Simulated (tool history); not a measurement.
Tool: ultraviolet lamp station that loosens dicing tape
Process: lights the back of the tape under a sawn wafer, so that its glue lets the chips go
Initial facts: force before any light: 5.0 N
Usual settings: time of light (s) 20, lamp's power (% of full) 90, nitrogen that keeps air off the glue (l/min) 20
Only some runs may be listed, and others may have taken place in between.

| run | day | time of light (s) | lamp's power (% of full) | nitrogen that keeps air off the glue (l/min) | force that peels the tape off (N) | light that reached the tape (mJ/cm2) |
|---|---|---|---|---|---|---|
| 1 | 0 | 20 | 90 | 20 | 0.644 | 237 |
| 2 | 2.712 | 20 | 90 | 20 | 0.671 | 227 |
| 3 | 5.675 | 20 | 90 | 20 | 0.755 | 217 |
| 4 | 8.017 | 20 | 90 | 20 | 0.83 | 207 |
| 5 | 9.342 | 20 | 90 | 20 | 0.836 | 200 |
| 6 | 12.454 | 20 | 90 | 20 | 0.912 | 194 |
| 7 | 14.458 | 20 | 90 | 20 | 0.982 | 185 |
| 8 | 16.733 | 20 | 90 | 20 | 1.025 | 180 |
| 9 | 19.308 | 15 | 90 | 20 | 1.659 | 126 |
| 10 | 21.675 | 20 | 90 | 6 | 2.122 | 163 |
|  | 22.375 | window cleaned of glue's vapour |
|  | 22.75 | lamp changed |
| 11 | 24.821 | 20 | 90 | 37 | 0.318 | 259 |
| 12 | 27.533 | 20 | 90 | 20 | 0.57 | 254 |
| 13 | 30.088 | 20 | 90 | 20 | 0.61 | 242 |
| 14 | 32.062 | 20 | 90 | 20 | 0.652 | 240 |
| 15 | 33.429 | 20 | 90 | 7 | 1.312 | 234 |
| 16 | 36.496 | 20 | 90 | 7 | 1.406 | 224 |
| 17 | 38.296 | 20 | 90 | 7 | 1.45 | 216 |
| 18 | 41.55 | 20 | 90 | 7 | 1.578 | 202 |
| 19 | 43.6 | 20 | 90 | 9 | 1.488 | 194 |
| 20 | 45.346 | 20 | 90 | 6 | 1.711 | 193 |
| 21 | 48.375 | 20 | 90 | 6 | 1.936 | 178 |
|  | 50.3 | window cleaned of glue's vapour |
| 22 | 50.475 | 10 | 94 | 6 | 2.823 | 107 |
| 23 | 52.438 | 20 | 79 | 19 | 1.151 | 179 |
| 24 | 54.475 | 11 | 67 | 6 | 3.333 | 83 |
|  | 56.312 | lamp changed |
| 25 | 57.342 | 11 | 67 | 6 | 2.762 | 106 |
| 26 | 59.042 | 30 | 90 | 20 | 0.236 | 379 |
| 27 | 61.354 | 25 | 68 | 25 | 0.582 | 226 |
| 28 | 63.796 | 13 | 77 | 19 | 1.57 | 125 |
| 29 | 66.675 | 13 | 77 | 19 | 1.668 | 126 |
| 30 | 68.808 | 11 | 98 | 19 | 1.62 | 127 |
| 31 | 72.029 | 24 | 90 | 24 | 0.527 | 246 |
| 32 | 74.25 | 11 | 90 | 12 | 2.272 | 109 |

Run 33 is up next; what results do you expect?
| 33 | 75.838 | 11 | 90 | 12 | ? | ? |

Run 33 produced force that peels the tape off (N) 2.309, light that reached the tape (mJ/cm2) 104.
Without the tool's hidden state the same run would have given force that peels the tape off (N) 1.662, light that reached the tape (mJ/cm2) 150.
